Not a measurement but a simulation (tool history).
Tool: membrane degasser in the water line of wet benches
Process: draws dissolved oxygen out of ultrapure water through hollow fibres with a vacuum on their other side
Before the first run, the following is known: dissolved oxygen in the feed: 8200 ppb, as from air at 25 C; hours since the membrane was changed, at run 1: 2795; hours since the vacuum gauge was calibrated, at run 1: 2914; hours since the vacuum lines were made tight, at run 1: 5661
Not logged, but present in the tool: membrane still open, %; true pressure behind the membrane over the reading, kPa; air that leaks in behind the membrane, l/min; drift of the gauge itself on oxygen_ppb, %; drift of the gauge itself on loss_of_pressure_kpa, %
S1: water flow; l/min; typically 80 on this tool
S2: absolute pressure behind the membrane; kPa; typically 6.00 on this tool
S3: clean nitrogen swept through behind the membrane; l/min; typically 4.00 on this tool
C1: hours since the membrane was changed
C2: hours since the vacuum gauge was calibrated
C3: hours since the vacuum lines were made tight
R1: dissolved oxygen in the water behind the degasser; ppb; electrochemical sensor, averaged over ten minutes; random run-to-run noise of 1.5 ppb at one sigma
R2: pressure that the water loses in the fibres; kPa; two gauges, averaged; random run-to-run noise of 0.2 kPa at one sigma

{"run": 1, "hour": 0.0, "S1": 80, "S2": 6.0, "S3": 4.0, "C1": 2795, "C2": 2914, "C3": 5661, "R1": 141.0, "R2": 43.35}
{"run": 2, "hour": 73.8, "S1": 80, "S2": 6.0, "S3": 4.0, "C1": 2869, "C2": 2988, "C3": 5734, "R1": 141.0, "R2": 43.35}
{"run": 3, "hour": 159.1, "S1": 80, "S2": 6.0, "S3": 4.0, "C1": 2955, "C2": 3074, "C3": 5820, "R1": 142.8, "R2": 43.24}
{"run": 4, "hour": 241.0, "S1": 80, "S2": 6.0, "S3": 4.0, "C1": 3036, "C2": 3155, "C3": 5902, "R1": 140.4, "R2": 42.96}
{"hour": 285.7, "done": "seals of the vacuum lines changed"}
{"run": 5, "hour": 293.7, "S1": 80, "S2": 6.0, "S3": 4.0, "C1": 3087, "C2": 3206, "C3": 8, "R1": 142.4, "R2": 43.15}
{"run": 6, "hour": 354.6, "S1": 80, "S2": 6.0, "S3": 4.0, "C1": 3148, "C2": 3267, "C3": 69, "R1": 143.1, "R2": 43.44}
{"run": 7, "hour": 428.2, "S1": 63, "S2": 10.84, "S3": 11.2, "C1": 3222, "C2": 3341, "C3": 143, "R1": 109.0, "R2": 33.94}
{"run": 8, "hour": 506.2, "S1": 127, "S2": 6.0, "S3": 1.71, "C1": 3300, "C2": 3419, "C3": 221, "R1": 446.2, "R2": 68.83}
{"run": 9, "hour": 591.0, "S1": 127, "S2": 6.93, "S3": 2.22, "C1": 3384, "C2": 3503, "C3": 305, "R1": 476.5, "R2": 68.83}
{"run": 10, "hour": 634.0, "S1": 51, "S2": 3.74, "S3": 7.66, "C1": 3427, "C2": 3546, "C3": 348, "R1": 10.7, "R2": 27.52}
{"run": 11, "hour": 680.9, "S1": 51, "S2": 7.13, "S3": 7.66, "C1": 3474, "C2": 3593, "C3": 395, "R1": 64.5, "R2": 27.44}
{"hour": 697.8, "done": "vacuum gauge calibrated"}
{"run": 12, "hour": 743.6, "S1": 51, "S2": 7.13, "S3": 7.66, "C1": 3536, "C2": 46, "C3": 457, "R1": 65.1, "R2": 27.4}

Predict each of these 3 candidate next runs independently; none follows another, all start after run 12:
{"run": "A", "hour": 823.7, "S1": 61, "S2": 8.67, "S3": 6.23, "C1": 3617, "C2": 126, "C3": 538, "R1": "?", "R2": "?"}
{"run": "B", "hour": 823.7, "S1": 101, "S2": 6.0, "S3": 6.81, "C1": 3617, "C2": 126, "C3": 538, "R1": "?", "R2": "?"}
{"run": "C", "hour": 823.7, "S1": 63, "S2": 6.0, "S3": 4.0, "C1": 3617, "C2": 126, "C3": 538, "R1": "?", "R2": "?"}

run=A R1=131.8 R2=33.30
run=B R1=140.3 R2=55.21
run=C R1=105.4 R2=33.66
With the hidden condition removed and each run's random variation left untouched, the same runs would have given:
run=A R1=131.8 R2=33.29
run=B R1=140.2 R2=55.19
run=C R1=105.3 R2=33.65
